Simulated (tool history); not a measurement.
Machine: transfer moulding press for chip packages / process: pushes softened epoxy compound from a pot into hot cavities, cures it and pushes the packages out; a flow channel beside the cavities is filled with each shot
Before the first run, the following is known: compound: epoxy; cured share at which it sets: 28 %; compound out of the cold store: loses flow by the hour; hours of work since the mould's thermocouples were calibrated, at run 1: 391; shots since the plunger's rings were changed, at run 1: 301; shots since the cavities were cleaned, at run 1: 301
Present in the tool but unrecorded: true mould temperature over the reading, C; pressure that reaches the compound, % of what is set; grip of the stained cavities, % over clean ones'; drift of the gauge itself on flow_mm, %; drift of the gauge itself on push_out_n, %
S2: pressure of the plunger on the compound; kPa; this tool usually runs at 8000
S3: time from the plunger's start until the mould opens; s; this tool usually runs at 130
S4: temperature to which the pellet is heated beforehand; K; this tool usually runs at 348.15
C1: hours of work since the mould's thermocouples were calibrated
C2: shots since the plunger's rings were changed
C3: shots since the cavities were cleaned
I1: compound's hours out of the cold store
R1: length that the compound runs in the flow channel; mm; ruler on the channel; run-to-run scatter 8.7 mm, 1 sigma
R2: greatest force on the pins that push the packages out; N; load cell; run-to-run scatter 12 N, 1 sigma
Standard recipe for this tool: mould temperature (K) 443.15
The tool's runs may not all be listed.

{"run": 1, "hour": 0.0, "mould temperature (K)": 443.15, "S2": 8000, "S3": 130, "S4": 348.15, "C1": 391, "C2": 301, "C3": 301, "I1": 25.3, "R1": 975, "R2": 525}
{"run": 2, "hour": 14.1, "mould temperature (K)": 443.15, "S2": 6390, "S3": 130, "S4": 348.15, "C1": 398, "C2": 399, "C3": 399, "I1": 16.6, "R1": 908, "R2": 572}
{"run": 3, "hour": 38.5, "mould temperature (K)": 443.15, "S2": 6390, "S3": 130, "S4": 348.15, "C1": 409, "C2": 567, "C3": 567, "I1": 41.1, "R1": 771, "R2": 505}
{"run": 4, "hour": 61.9, "mould temperature (K)": 443.15, "S2": 6390, "S3": 130, "S4": 348.15, "C1": 420, "C2": 729, "C3": 729, "I1": 8.6, "R1": 965, "R2": 569}
{"run": 5, "hour": 85.7, "mould temperature (K)": 443.15, "S2": 8000, "S3": 130, "S4": 348.15, "C1": 431, "C2": 893, "C3": 893, "I1": 47.1, "R1": 835, "R2": 506}
{"hour": 92.7, "done": "cavities cleaned with cleaning compound and waxed"}
{"run": 6, "hour": 105.1, "mould temperature (K)": 443.15, "S2": 8000, "S3": 130, "S4": 348.15, "C1": 439, "C2": 1017, "C3": 86, "I1": 26.0, "R1": 967, "R2": 534}
{"run": 7, "hour": 123.5, "mould temperature (K)": 443.15, "S2": 8000, "S3": 130, "S4": 348.15, "C1": 447, "C2": 1144, "C3": 213, "I1": 41.4, "R1": 864, "R2": 542}
{"run": 8, "hour": 145.5, "mould temperature (K)": 446.15, "S2": 8000, "S3": 130, "S4": 348.15, "C1": 457, "C2": 1296, "C3": 365, "I1": 36.4, "R1": 870, "R2": 464}
{"run": 9, "hour": 169.3, "mould temperature (K)": 443.15, "S2": 8000, "S3": 130, "S4": 348.15, "C1": 468, "C2": 1460, "C3": 529, "I1": 33.1, "R1": 899, "R2": 530}
{"run": 10, "hour": 191.8, "mould temperature (K)": 443.15, "S2": 9480, "S3": 130, "S4": 348.15, "C1": 478, "C2": 1615, "C3": 684, "I1": 35.6, "R1": 965, "R2": 512}
{"run": 11, "hour": 204.2, "mould temperature (K)": 443.15, "S2": 9480, "S3": 130, "S4": 348.15, "C1": 484, "C2": 1701, "C3": 770, "I1": 20.0, "R1": 1072, "R2": 557}
{"run": 12, "hour": 221.3, "mould temperature (K)": 447.15, "S2": 6140, "S3": 137, "S4": 354.15, "C1": 492, "C2": 1819, "C3": 888, "I1": 29.5, "R1": 809, "R2": 422}
{"hour": 228.8, "done": "cavities cleaned with cleaning compound and waxed"}
{"run": 13, "hour": 244.5, "mould temperature (K)": 440.15, "S2": 7290, "S3": 130, "S4": 348.15, "C1": 502, "C2": 1969, "C3": 108, "I1": 43.2, "R1": 832, "R2": 624}
{"run": 14, "hour": 259.9, "mould temperature (K)": 440.15, "S2": 7290, "S3": 130, "S4": 348.15, "C1": 509, "C2": 2076, "C3": 215, "I1": 44.5, "R1": 830, "R2": 619}
{"run": 15, "hour": 274.8, "mould temperature (K)": 448.15, "S2": 6730, "S3": 113, "S4": 354.15, "C1": 516, "C2": 2179, "C3": 318, "I1": 41.3, "R1": 764, "R2": 488}
{"run": 16, "hour": 296.2, "mould temperature (K)": 442.15, "S2": 7870, "S3": 130, "S4": 348.15, "C1": 525, "C2": 2326, "C3": 465, "I1": 40.6, "R1": 883, "R2": 562}
{"run": 17, "hour": 318.7, "mould temperature (K)": 442.15, "S2": 7870, "S3": 130, "S4": 348.15, "C1": 536, "C2": 2482, "C3": 621, "I1": 26.9, "R1": 946, "R2": 565}
{"run": 18, "hour": 341.5, "mould temperature (K)": 442.15, "S2": 7870, "S3": 130, "S4": 348.15, "C1": 546, "C2": 2639, "C3": 778, "I1": 33.5, "R1": 900, "R2": 555}
{"hour": 365.7, "done": "cavities cleaned with cleaning compound and waxed"}
{"run": 19, "hour": 365.7, "mould temperature (K)": 436.15, "S2": 8000, "S3": 130, "S4": 348.15, "C1": 556, "C2": 2796, "C3": 0, "I1": 27.5, "R1": 971, "R2": 910}
{"run": 20, "hour": 383.8, "mould temperature (K)": 445.15, "S2": 9520, "S3": 130, "S4": 341.15, "C1": 565, "C2": 2921, "C3": 125, "I1": 22.9, "R1": 1047, "R2": 493}
{"run": 21, "hour": 405.8, "mould temperature (K)": 445.15, "S2": 9520, "S3": 130, "S4": 341.15, "C1": 575, "C2": 3073, "C3": 277, "I1": 24.1, "R1": 1030, "R2": 501}

How the hidden state differs across the entries between the runs, from the last listed run before each to the first after it:
Run 5 -> run 6: cavities cleaned with cleaning compound and waxed (hour 92.7)
  pressure that reaches the compound, % of what is set: 99.92 -> 99.91; grip of the stained cavities, % over clean ones': 1.5 -> 0.4
Run 12 -> run 13: cavities cleaned with cleaning compound and waxed (hour 228.8)
  pressure that reaches the compound, % of what is set: 99.84 -> 99.83; grip of the stained cavities, % over clean ones': 1.5 -> 0.5
Run 18 -> run 19: cavities cleaned with cleaning compound and waxed (hour 365.7)
  pressure that reaches the compound, % of what is set: 99.77 -> 99.76; grip of the stained cavities, % over clean ones': 1.4 -> 0
